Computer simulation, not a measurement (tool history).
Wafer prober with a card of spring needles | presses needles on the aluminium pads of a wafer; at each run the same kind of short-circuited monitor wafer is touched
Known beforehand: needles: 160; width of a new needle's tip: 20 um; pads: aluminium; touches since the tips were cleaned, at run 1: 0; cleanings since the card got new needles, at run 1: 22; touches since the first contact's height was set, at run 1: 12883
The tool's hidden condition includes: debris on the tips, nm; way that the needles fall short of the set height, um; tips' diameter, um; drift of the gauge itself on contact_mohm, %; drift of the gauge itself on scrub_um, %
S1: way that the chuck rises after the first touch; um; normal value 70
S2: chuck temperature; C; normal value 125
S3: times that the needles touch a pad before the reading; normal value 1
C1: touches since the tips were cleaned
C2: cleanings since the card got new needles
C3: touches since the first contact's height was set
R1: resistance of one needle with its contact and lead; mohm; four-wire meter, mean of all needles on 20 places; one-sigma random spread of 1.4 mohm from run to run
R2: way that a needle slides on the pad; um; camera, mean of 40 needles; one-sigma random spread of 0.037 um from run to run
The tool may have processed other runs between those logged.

run	hour	S1	S2	S3	C1	C2	C3	R1	R2
1	0.0	70	125	1	0	22	12883	138	13.58
2	13.1	70	43	1	3415	22	16298	204	13.59
3	23.5	70	125	2	6133	22	19016	190	13.47
# hour 25.4: tips cleaned on abrasive film
4	34.6	70	125	2	2392	23	21889	167	13.59
# hour 50.0: tips cleaned on abrasive film
5	55.5	70	125	2	1429	24	27327	159	13.45
# hour 75.2: tips cleaned on abrasive film
6	76.8	70	125	2	435	25	32877	141	13.55
7	90.1	70	67	1	3900	25	36342	210	13.49
# hour 101.2: tips cleaned on abrasive film
8	101.3	70	67	1	32	26	39241	133	13.40
9	114.9	74	102	2	3593	26	42802	169	14.22
# hour 126.9: tips cleaned on abrasive film
10	127.2	74	102	3	60	27	45975	129	14.29
# hour 152.2: tips cleaned on abrasive film
11	152.8	68	43	2	159	28	52646	124	13.03
12	163.3	68	43	2	2899	28	55386	172	13.07
# hour 176.5: tips cleaned on abrasive film
13	182.1	68	43	2	1470	29	60278	151	13.04
14	197.7	68	43	2	5539	29	64347	189	13.04
# hour 201.9: tips cleaned on abrasive film
15	211.2	68	43	2	2426	30	67849	162	13.01

Below are 4 alternative next runs, each starting from the tool's condition after run 15. Predict each:
# hour 227.0: tips cleaned on abrasive film
A	232.5	58	63	1	1440	31	73382	?	?
# hour 227.0: tips cleaned on abrasive film
B	232.5	79	31	1	1440	31	73382	?	?
# hour 227.0: tips cleaned on abrasive film
C	232.5	82	53	1	1440	31	73382	?	?
# hour 227.0: tips cleaned on abrasive film
D	232.5	80	65	3	1440	31	73382	?	?

run	R1	R2
A	200	11.11
B	159	15.11
C	155	15.69
D	135	15.33
The same runs, with their run-to-run variation unchanged, on a tool lacking any hidden condition would have given:
run	R1	R2
A	122	11.35
B	113	15.34
C	113	15.93
D	118	15.57
